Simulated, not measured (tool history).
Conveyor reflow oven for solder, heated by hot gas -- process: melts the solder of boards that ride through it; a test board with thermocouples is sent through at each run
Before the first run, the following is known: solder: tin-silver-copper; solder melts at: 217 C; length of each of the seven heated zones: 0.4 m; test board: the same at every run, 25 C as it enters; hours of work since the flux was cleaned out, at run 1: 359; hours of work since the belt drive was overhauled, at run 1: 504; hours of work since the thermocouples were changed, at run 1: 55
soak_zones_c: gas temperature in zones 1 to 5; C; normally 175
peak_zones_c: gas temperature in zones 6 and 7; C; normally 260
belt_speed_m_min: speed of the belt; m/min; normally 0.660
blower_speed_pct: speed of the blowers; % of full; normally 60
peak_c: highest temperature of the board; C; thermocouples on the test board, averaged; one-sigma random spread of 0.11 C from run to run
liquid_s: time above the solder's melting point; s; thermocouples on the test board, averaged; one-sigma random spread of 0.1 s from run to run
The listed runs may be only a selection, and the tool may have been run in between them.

run    hour  soak_zones_c  peak_zones_c  belt_speed_m_min  blower_speed_pct  hours of work since the flux was cleaned out  hours of work since the belt drive was overhauled  hours of work since the thermocouples were changed  peak_c  liquid_s
  1     0.0           175           260             0.660                60                                           359                                                504                                                  55   245.7      50.4
  2    33.7           175           260             0.660                60                                           382                                                527                                                  78   245.3      50.5
  3    64.9           175           260             0.660                60                                           404                                                548                                                  99   245.7      50.6
  4   119.5           175           260             0.660                60                                           441                                                586                                                 137   245.3      50.3
  5   173.1           175           260             0.786                60                                           478                                                623                                                 174   239.6      35.9
      200.0  -- flux residue cleaned out of gas plates and filters
  6   244.3           175           274             0.786                60                                            30                                                668                                                 219   252.5      46.0
  7   307.0           175           274             0.786                64                                            73                                                711                                                 262   253.9      46.7
  8   351.5           175           274             0.786                64                                           104                                                742                                                 293   253.7      46.9
  9   407.9           175           260             0.660                60                                           143                                                781                                                 332   245.7      51.2
 10   454.2           175           260             0.660                60                                           175                                                812                                                 363   245.3      51.1
 11   513.0           175           260             0.660                60                                           215                                                853                                                 404   245.5      51.1
      547.2  -- belt drive overhauled, speed set with a stopwatch
 12   561.7           163           260             0.660                60                                           246                                                 10                                                 434   242.4      43.4
 13   615.4           175           260             0.660                60                                           282                                                 47                                                 471   244.5      49.2
 14   653.9           175           260             0.660                60                                           309                                                 73                                                 498   244.4      49.2
 15   715.6           175           260             0.660                60                                           351                                                116                                                 540   244.2      49.2
 16   746.2           169           274             0.718                71                                           372                                                137                                                 561   256.0      51.1
 17   795.8           174           260             0.660                60                                           406                                                171                                                 595   243.9      48.4
 18   826.0           174           260             0.660                60                                           427                                                191                                                 616   243.8      48.2
 19   873.2           188           271             0.664                64                                           459                                                224                                                 648   256.6      62.6
 20   918.0           166           260             0.724                79                                           490                                                255                                                 679   244.1      42.5
      926.9  -- flux residue cleaned out of gas plates and filters
 21   977.3           166           260             0.724                79                                            35                                                292                                                 716   246.2      44.6
 22  1026.2           169           253             0.724                81                                            68                                                325                                                 750   240.8      41.5
 23  1083.6           160           254             0.724                81                                           108                                                365                                                 789   240.1      38.2
 24  1125.3           160           252             0.640                81                                           136                                                393                                                 818   241.3      46.4
 25  1156.3           188           271             0.660                60                                           157                                                415                                                 839   256.8      63.3
 26  1189.5           188           271             0.660                60                                           180                                                438                                                 862   256.4      63.3
 27  1240.5           186           257             0.660                60                                           215                                                473                                                 897   243.6      54.1
 28  1281.5           161           255             0.546                55                                           243                                                501                                                 925   241.7      53.4
 29  1326.0           161           255             0.706                73                                           274                                                531                                                 956   239.1      38.3
 30  1390.7           161           255             0.706                73                                           318                                                576                                                1000   238.9      38.0

Each row is a separate what-if for the run after 30, all from the same tool condition, not one after another. Results?
  A  1437.3           175           260             0.541                65                                           350                                                608                                                1032       ?         ?
  B  1437.3           161           265             0.706                73                                           350                                                608                                                1032       ?         ?
  C  1437.3           161           255             0.718                73                                           350                                                608                                                1032       ?         ?
  D  1437.3           169           255             0.713                54                                           350                                                608                                                1032       ?         ?
  E  1437.3           175           260             0.687                54                                           350                                                608                                                1032       ?         ?

run  peak_c  liquid_s
  A   249.9      68.9
  B   247.5      45.1
  C   238.5      36.8
  D   234.3      32.5
  E   241.0      43.5
Without the tool's hidden state the same runs would have given:
run  peak_c  liquid_s
  A   252.3      70.0
  B   250.4      46.8
  C   241.2      39.2
  D   236.6      34.9
  E   243.3      45.2
